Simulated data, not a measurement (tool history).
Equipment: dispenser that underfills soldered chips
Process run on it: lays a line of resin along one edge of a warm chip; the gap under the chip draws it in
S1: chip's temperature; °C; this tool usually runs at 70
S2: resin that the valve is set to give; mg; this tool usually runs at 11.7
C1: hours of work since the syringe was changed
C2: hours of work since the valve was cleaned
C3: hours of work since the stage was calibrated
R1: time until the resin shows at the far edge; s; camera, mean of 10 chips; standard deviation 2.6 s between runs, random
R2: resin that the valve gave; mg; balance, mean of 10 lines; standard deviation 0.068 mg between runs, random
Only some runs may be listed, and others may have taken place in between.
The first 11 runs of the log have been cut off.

{"run": 12, "day": 2.283, "S1": 70, "S2": 11.7, "C1": 6, "C2": 52, "C3": 223, "R1": 328, "R2": 11.26}
{"day": 2.488, "done": "new syringe of resin"}
{"run": 13, "day": 2.488, "S1": 60, "S2": 11.7, "C1": 0, "C2": 55, "C3": 227, "R1": 420.8, "R2": 11.2}
{"run": 14, "day": 2.762, "S1": 79, "S2": 11.7, "C1": 5, "C2": 60, "C3": 231, "R1": 228.8, "R2": 11.19}
{"day": 3.012, "done": "new syringe of resin"}
{"run": 15, "day": 3.058, "S1": 66, "S2": 11.7, "C1": 1, "C2": 65, "C3": 236, "R1": 331.3, "R2": 11.05}
{"run": 16, "day": 3.321, "S1": 70, "S2": 12.3, "C1": 5, "C2": 69, "C3": 241, "R1": 324.3, "R2": 11.7}
{"day": 3.542, "done": "new syringe of resin"}
{"run": 17, "day": 3.621, "S1": 70, "S2": 12.3, "C1": 1, "C2": 74, "C3": 246, "R1": 274.8, "R2": 11.65}
{"run": 18, "day": 3.875, "S1": 78, "S2": 10.2, "C1": 6, "C2": 79, "C3": 250, "R1": 251.3, "R2": 9.58}
{"run": 19, "day": 4.025, "S1": 70, "S2": 13.3, "C1": 8, "C2": 81, "C3": 253, "R1": 343, "R2": 12.5}
{"day": 4.062, "done": "new syringe of resin"}
{"run": 20, "day": 4.321, "S1": 78, "S2": 14.4, "C1": 4, "C2": 86, "C3": 258, "R1": 222.8, "R2": 13.44}
{"day": 4.521, "done": "dispensing valve cleaned and set on the balance"}
{"run": 21, "day": 4.521, "S1": 84, "S2": 14.4, "C1": 7, "C2": 0, "C3": 261, "R1": 191, "R2": 14.42}
{"day": 4.617, "done": "new syringe of resin"}
{"run": 22, "day": 4.829, "S1": 78, "S2": 11.9, "C1": 4, "C2": 5, "C3": 266, "R1": 219.6, "R2": 11.97}
{"day": 5.133, "done": "new syringe of resin"}
{"run": 23, "day": 5.133, "S1": 78, "S2": 11.9, "C1": 0, "C2": 10, "C3": 271, "R1": 196, "R2": 11.85}
{"run": 24, "day": 5.304, "S1": 67, "S2": 13.3, "C1": 3, "C2": 13, "C3": 274, "R1": 324.2, "R2": 13.26}
{"run": 25, "day": 5.492, "S1": 76, "S2": 11.7, "C1": 6, "C2": 16, "C3": 277, "R1": 256.5, "R2": 11.55}
{"day": 5.654, "done": "new syringe of resin"}
{"run": 26, "day": 5.742, "S1": 79, "S2": 12.6, "C1": 2, "C2": 21, "C3": 281, "R1": 195.4, "R2": 12.45}
{"run": 27, "day": 5.979, "S1": 79, "S2": 12.6, "C1": 6, "C2": 25, "C3": 285, "R1": 222.6, "R2": 12.43}
{"day": 6.175, "done": "new syringe of resin"}
{"run": 28, "day": 6.212, "S1": 79, "S2": 12.6, "C1": 1, "C2": 29, "C3": 289, "R1": 191.8, "R2": 12.34}
{"run": 29, "day": 6.454, "S1": 79, "S2": 14.3, "C1": 5, "C2": 33, "C3": 294, "R1": 216.2, "R2": 13.93}
{"day": 6.688, "done": "new syringe of resin"}
{"run": 30, "day": 6.688, "S1": 78, "S2": 12.3, "C1": 0, "C2": 37, "C3": 297, "R1": 193.1, "R2": 12.06}
{"run": 31, "day": 6.854, "S1": 82, "S2": 11.2, "C1": 3, "C2": 40, "C3": 300, "R1": 192.6, "R2": 10.83}
{"run": 32, "day": 7.038, "S1": 72, "S2": 11.8, "C1": 6, "C2": 43, "C3": 304, "R1": 304.9, "R2": 11.5}
{"run": 33, "day": 7.162, "S1": 72, "S2": 11.8, "C1": 8, "C2": 45, "C3": 306, "R1": 330, "R2": 11.49}

Branching from run 33: 5 alternative next runs. What would each branch give?
{"day": 7.208, "done": "new syringe of resin"}
{"run": "A", "day": 7.354, "S1": 56, "S2": 12.5, "C1": 3, "C2": 48, "C3": 309, "R1": "?", "R2": "?"}
{"day": 7.208, "done": "new syringe of resin"}
{"run": "B", "day": 7.354, "S1": 56, "S2": 11.1, "C1": 3, "C2": 48, "C3": 309, "R1": "?", "R2": "?"}
{"day": 7.208, "done": "new syringe of resin"}
{"run": "C", "day": 7.354, "S1": 73, "S2": 11, "C1": 3, "C2": 48, "C3": 309, "R1": "?", "R2": "?"}
{"day": 7.208, "done": "new syringe of resin"}
{"run": "D", "day": 7.354, "S1": 59, "S2": 11.5, "C1": 3, "C2": 48, "C3": 309, "R1": "?", "R2": "?"}
{"day": 7.208, "done": "new syringe of resin"}
{"run": "E", "day": 7.354, "S1": 72, "S2": 13.5, "C1": 3, "C2": 48, "C3": 309, "R1": "?", "R2": "?"}

run=A R1=534.6 R2=12.02
run=B R1=545.3 R2=10.8
run=C R1=266.4 R2=10.76
run=D R1=468.1 R2=11.15
run=E R1=268.6 R2=13.15
What these runs would have given with no unlogged condition in the tool:
run=A R1=468.9 R2=12.44
run=B R1=476.2 R2=11.18
run=C R1=233.5 R2=11.13
run=D R1=409.7 R2=11.53
run=E R1=237 R2=13.6

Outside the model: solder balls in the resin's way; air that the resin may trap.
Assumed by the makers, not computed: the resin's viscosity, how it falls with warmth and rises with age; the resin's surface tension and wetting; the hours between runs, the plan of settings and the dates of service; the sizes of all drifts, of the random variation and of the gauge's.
